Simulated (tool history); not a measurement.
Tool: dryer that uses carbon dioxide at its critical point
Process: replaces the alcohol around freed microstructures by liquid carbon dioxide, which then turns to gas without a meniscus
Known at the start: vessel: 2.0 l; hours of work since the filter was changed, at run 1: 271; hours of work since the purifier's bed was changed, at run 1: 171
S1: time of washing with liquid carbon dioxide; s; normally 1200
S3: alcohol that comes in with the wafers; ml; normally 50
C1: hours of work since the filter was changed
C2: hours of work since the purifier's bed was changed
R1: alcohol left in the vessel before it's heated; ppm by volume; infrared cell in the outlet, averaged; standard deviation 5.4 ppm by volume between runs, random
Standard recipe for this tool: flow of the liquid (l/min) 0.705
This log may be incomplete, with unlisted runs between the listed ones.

{"run": 1, "hour": 0.0, "S1": 1200, "flow of the liquid (l/min)": 0.705, "S3": 50, "C1": 271, "C2": 171, "R1": 213}
{"run": 2, "hour": 27.0, "S1": 1200, "flow of the liquid (l/min)": 0.705, "S3": 50, "C1": 290, "C2": 190, "R1": 212}
{"hour": 59.7, "done": "inlet filter changed"}
{"run": 3, "hour": 64.7, "S1": 1200, "flow of the liquid (l/min)": 0.705, "S3": 50, "C1": 4, "C2": 217, "R1": 167}
{"run": 4, "hour": 108.7, "S1": 1200, "flow of the liquid (l/min)": 0.705, "S3": 50, "C1": 36, "C2": 249, "R1": 159}
{"run": 5, "hour": 157.0, "S1": 1200, "flow of the liquid (l/min)": 0.705, "S3": 50, "C1": 71, "C2": 284, "R1": 182}
{"run": 6, "hour": 186.3, "S1": 780, "flow of the liquid (l/min)": 0.705, "S3": 50, "C1": 92, "C2": 306, "R1": 934}
{"run": 7, "hour": 207.2, "S1": 780, "flow of the liquid (l/min)": 0.705, "S3": 50, "C1": 107, "C2": 321, "R1": 911}
{"run": 8, "hour": 239.6, "S1": 1200, "flow of the liquid (l/min)": 0.705, "S3": 50, "C1": 131, "C2": 344, "R1": 196}
{"run": 9, "hour": 284.0, "S1": 1200, "flow of the liquid (l/min)": 0.705, "S3": 50, "C1": 163, "C2": 377, "R1": 215}
{"run": 10, "hour": 313.3, "S1": 1200, "flow of the liquid (l/min)": 0.705, "S3": 44, "C1": 185, "C2": 398, "R1": 196}
{"run": 11, "hour": 349.4, "S1": 1200, "flow of the liquid (l/min)": 0.705, "S3": 46, "C1": 211, "C2": 424, "R1": 215}
{"run": 12, "hour": 370.8, "S1": 1200, "flow of the liquid (l/min)": 0.705, "S3": 50, "C1": 227, "C2": 440, "R1": 231}
{"run": 13, "hour": 398.8, "S1": 1200, "flow of the liquid (l/min)": 0.705, "S3": 50, "C1": 247, "C2": 460, "R1": 233}
{"run": 14, "hour": 447.0, "S1": 1200, "flow of the liquid (l/min)": 0.705, "S3": 50, "C1": 282, "C2": 496, "R1": 251}
{"run": 15, "hour": 473.8, "S1": 1200, "flow of the liquid (l/min)": 0.705, "S3": 50, "C1": 302, "C2": 515, "R1": 256}
{"hour": 492.4, "done": "inlet filter changed"}
{"run": 16, "hour": 515.8, "S1": 1200, "flow of the liquid (l/min)": 0.787, "S3": 50, "C1": 17, "C2": 545, "R1": 141}
{"run": 17, "hour": 556.6, "S1": 1200, "flow of the liquid (l/min)": 0.787, "S3": 50, "C1": 47, "C2": 575, "R1": 158}
{"run": 18, "hour": 582.3, "S1": 1200, "flow of the liquid (l/min)": 0.787, "S3": 50, "C1": 66, "C2": 593, "R1": 159}
{"run": 19, "hour": 604.4, "S1": 1200, "flow of the liquid (l/min)": 0.787, "S3": 50, "C1": 82, "C2": 610, "R1": 167}
{"run": 20, "hour": 645.2, "S1": 1200, "flow of the liquid (l/min)": 0.787, "S3": 50, "C1": 111, "C2": 639, "R1": 166}
{"run": 21, "hour": 677.7, "S1": 1200, "flow of the liquid (l/min)": 0.787, "S3": 50, "C1": 135, "C2": 663, "R1": 175}
{"run": 22, "hour": 724.0, "S1": 840, "flow of the liquid (l/min)": 0.481, "S3": 52, "C1": 169, "C2": 697, "R1": 2342}
{"run": 23, "hour": 747.0, "S1": 840, "flow of the liquid (l/min)": 0.481, "S3": 52, "C1": 186, "C2": 713, "R1": 2403}
{"hour": 767.8, "done": "purifier's bed changed"}
{"run": 24, "hour": 779.2, "S1": 840, "flow of the liquid (l/min)": 0.481, "S3": 52, "C1": 207, "C2": 8, "R1": 2363}
{"run": 25, "hour": 826.8, "S1": 840, "flow of the liquid (l/min)": 0.488, "S3": 35, "C1": 242, "C2": 43, "R1": 1596}
{"run": 26, "hour": 850.7, "S1": 1260, "flow of the liquid (l/min)": 0.705, "S3": 50, "C1": 259, "C2": 60, "R1": 145}
{"run": 27, "hour": 886.9, "S1": 1440, "flow of the liquid (l/min)": 0.705, "S3": 50, "C1": 285, "C2": 87, "R1": 87}
{"run": 28, "hour": 909.5, "S1": 780, "flow of the liquid (l/min)": 0.705, "S3": 49, "C1": 302, "C2": 103, "R1": 1073}
{"hour": 927.3, "done": "inlet filter changed"}
{"run": 29, "hour": 954.6, "S1": 1080, "flow of the liquid (l/min)": 0.705, "S3": 50, "C1": 20, "C2": 135, "R1": 239}
{"run": 30, "hour": 985.6, "S1": 1200, "flow of the liquid (l/min)": 0.486, "S3": 20, "C1": 42, "C2": 158, "R1": 281}
{"run": 31, "hour": 1019.8, "S1": 1200, "flow of the liquid (l/min)": 0.823, "S3": 35, "C1": 67, "C2": 183, "R1": 67}
{"run": 32, "hour": 1046.4, "S1": 1320, "flow of the liquid (l/min)": 0.705, "S3": 50, "C1": 87, "C2": 202, "R1": 119}
{"run": 33, "hour": 1078.6, "S1": 1320, "flow of the liquid (l/min)": 0.705, "S3": 50, "C1": 110, "C2": 226, "R1": 111}
{"run": 34, "hour": 1110.1, "S1": 1320, "flow of the liquid (l/min)": 0.705, "S3": 50, "C1": 133, "C2": 249, "R1": 133}
{"run": 35, "hour": 1152.3, "S1": 1020, "flow of the liquid (l/min)": 0.705, "S3": 21, "C1": 164, "C2": 279, "R1": 167}
{"run": 36, "hour": 1182.5, "S1": 1020, "flow of the liquid (l/min)": 0.705, "S3": 21, "C1": 186, "C2": 301, "R1": 186}
{"run": 37, "hour": 1227.0, "S1": 1020, "flow of the liquid (l/min)": 0.705, "S3": 21, "C1": 218, "C2": 334, "R1": 204}

3 options for the next run, each taken on its own from the tool as it stands now. Forecast them:
{"run": "A", "hour": 1257.3, "S1": 1860, "flow of the liquid (l/min)": 0.705, "S3": 21, "C1": 240, "C2": 356, "R1": "?"}
{"run": "B", "hour": 1257.3, "S1": 780, "flow of the liquid (l/min)": 0.705, "S3": 43, "C1": 240, "C2": 356, "R1": "?"}
{"run": "C", "hour": 1257.3, "S1": 780, "flow of the liquid (l/min)": 0.783, "S3": 71, "C1": 240, "C2": 356, "R1": "?"}

run=A R1=48
run=B R1=908
run=C R1=1036
With the hidden condition removed and each run's random variation left untouched, the same runs would have given:
run=A R1=1
run=B R1=705
run=C R1=791

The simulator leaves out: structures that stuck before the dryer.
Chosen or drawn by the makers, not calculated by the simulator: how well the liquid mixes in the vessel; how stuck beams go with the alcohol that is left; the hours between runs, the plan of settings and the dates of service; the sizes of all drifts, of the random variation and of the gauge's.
